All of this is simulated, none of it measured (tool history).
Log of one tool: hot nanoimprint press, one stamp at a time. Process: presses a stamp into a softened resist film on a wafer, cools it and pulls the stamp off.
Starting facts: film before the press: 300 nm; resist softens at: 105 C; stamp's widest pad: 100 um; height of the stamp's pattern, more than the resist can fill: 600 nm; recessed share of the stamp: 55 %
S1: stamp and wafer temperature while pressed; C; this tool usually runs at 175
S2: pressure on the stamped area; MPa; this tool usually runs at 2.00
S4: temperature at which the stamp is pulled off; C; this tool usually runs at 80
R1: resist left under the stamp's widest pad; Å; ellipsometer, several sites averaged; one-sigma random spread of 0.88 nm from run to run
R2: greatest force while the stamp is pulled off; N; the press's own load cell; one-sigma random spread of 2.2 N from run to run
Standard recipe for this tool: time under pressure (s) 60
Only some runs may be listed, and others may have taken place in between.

Run 1, hour 0.0: usual settings. Result: R1 1306 Å, R2 182 N.
At hour 11.2: stamp cleaned and given a new release coat.
Run 2, hour 29.7: usual settings. Result: R1 1309 Å, R2 110 N.
Run 3, hour 65.8: usual settings. Result: R1 1322 Å, R2 115 N.
At hour 71.0: plate thermocouple calibrated.
At hour 79.0: press's hydraulic seals changed and the load cell set to zero.
Run 4, hour 118.5: usual settings but S2 2.62 MPa. Result: R1 1156 Å, R2 135 N.
At hour 140.4: plate thermocouple calibrated, once more.
Run 5, hour 150.9: usual settings but S2 2.62 MPa. Result: R1 1046 Å, R2 133 N.
Run 6, hour 171.5: usual settings but S2 2.62 MPa. Result: R1 1034 Å, R2 136 N.
Run 7, hour 206.2: usual settings. Result: R1 1226 Å, R2 146 N.
Run 8, hour 228.3: usual settings but S4 78 C. Result: R1 1229 Å, R2 166 N.
Run 9, hour 270.4: usual settings but S4 78 C. Result: R1 1223 Å, R2 175 N.
At hour 288.1: stamp cleaned and given a new release coat.
Run 10, hour 310.9: usual settings. Result: R1 1231 Å, R2 106 N.
Run 11, hour 350.6: usual settings. Result: R1 1222 Å, R2 118 N.
Run 12, hour 372.0: usual settings. Result: R1 1224 Å, R2 124 N.
Run 13, hour 406.8: usual settings. Result: R1 1238 Å, R2 137 N.
Run 14, hour 440.8: usual settings. Result: R1 1256 Å, R2 142 N.
Run 15, hour 481.9: usual settings. Result: R1 1265 Å, R2 155 N.
Run 16, hour 525.2: usual settings. Result: R1 1265 Å, R2 171 N.
At hour 552.5: stamp cleaned and given a new release coat.
Run 17, hour 572.2: usual settings. Result: R1 1273 Å, R2 111 N.
Run 18, hour 595.2: usual settings but S1 169 C, S2 1.97 MPa, S4 65 C. Result: R1 1639 Å, R2 162 N.
Run 19, hour 623.7: usual settings but S1 167 C, S2 1.97 MPa, time under pressure (s) 100, S4 73 C. Result: R1 1498 Å, R2 147 N.
Run 20, hour 656.2: usual settings but S1 165 C, S2 1.97 MPa, time under pressure (s) 100, S4 73 C. Result: R1 1649 Å, R2 159 N.
Run 21, hour 688.6: usual settings but S1 169 C, S2 2.01 MPa, time under pressure (s) 52, S4 73 C. Result: R1 1698 Å, R2 165 N.
Run 22, hour 727.2: usual settings but S1 183 C, time under pressure (s) 52, S4 68 C. Result: R1 1011 Å, R2 209 N.
Run 23, hour 765.6: usual settings but S1 183 C, S2 2.06 MPa, time under pressure (s) 104, S4 68 C. Result: R1 751 Å, R2 218 N.
Run 24, hour 794.0: usual settings but S1 183 C, S2 1.93 MPa, time under pressure (s) 104, S4 71 C. Result: R1 806 Å, R2 223 N.
At hour 808.7: press's hydraulic seals changed and the load cell set to zero.
At hour 824.1: stamp cleaned and given a new release coat.
Run 25, hour 826.0: usual settings but S1 182 C, S2 1.30 MPa, time under pressure (s) 87, S4 81 C. Result: R1 1097 Å, R2 100 N.
Run 26, hour 852.4: usual settings but S1 182 C, S2 1.30 MPa, time under pressure (s) 87, S4 81 C. Result: R1 1090 Å, R2 108 N.
At hour 875.0: plate thermocouple calibrated.
Run 27, hour 882.8: usual settings but S1 165 C, S2 3.06 MPa, time under pressure (s) 87, S4 71 C. Result: R1 1271 Å, R2 145 N.
Run 28, hour 912.8: usual settings but S1 165 C, S2 3.06 MPa, time under pressure (s) 87, S4 71 C. Result: R1 1296 Å, R2 154 N.
Run 29, hour 938.6: usual settings but S1 165 C, S2 3.06 MPa, time under pressure (s) 87, S4 71 C. Result: R1 1297 Å, R2 165 N.
Run 30, hour 974.5: usual settings but time under pressure (s) 52. Result: R1 1285 Å, R2 139 N.

Forecast each of these 3 alternatives for the next run:
Run A, hour 992.6: usual settings but S1 166 C, S2 1.68 MPa. Result: R1 ?, R2 ?.
Run B, hour 992.6: usual settings but S1 179 C, time under pressure (s) 77. Result: R1 ?, R2 ?.
Run C, hour 992.6: usual settings but S2 2.94 MPa, S4 69 C. Result: R1 ?, R2 ?.

run    R1   R2
  A  1866  142
  B   959  148
  C   992  192
Stripped of hidden state, with their random variation kept, the same runs would have yielded:
run    R1   R2
  A  1843   95
  B   945   99
  C   975  129
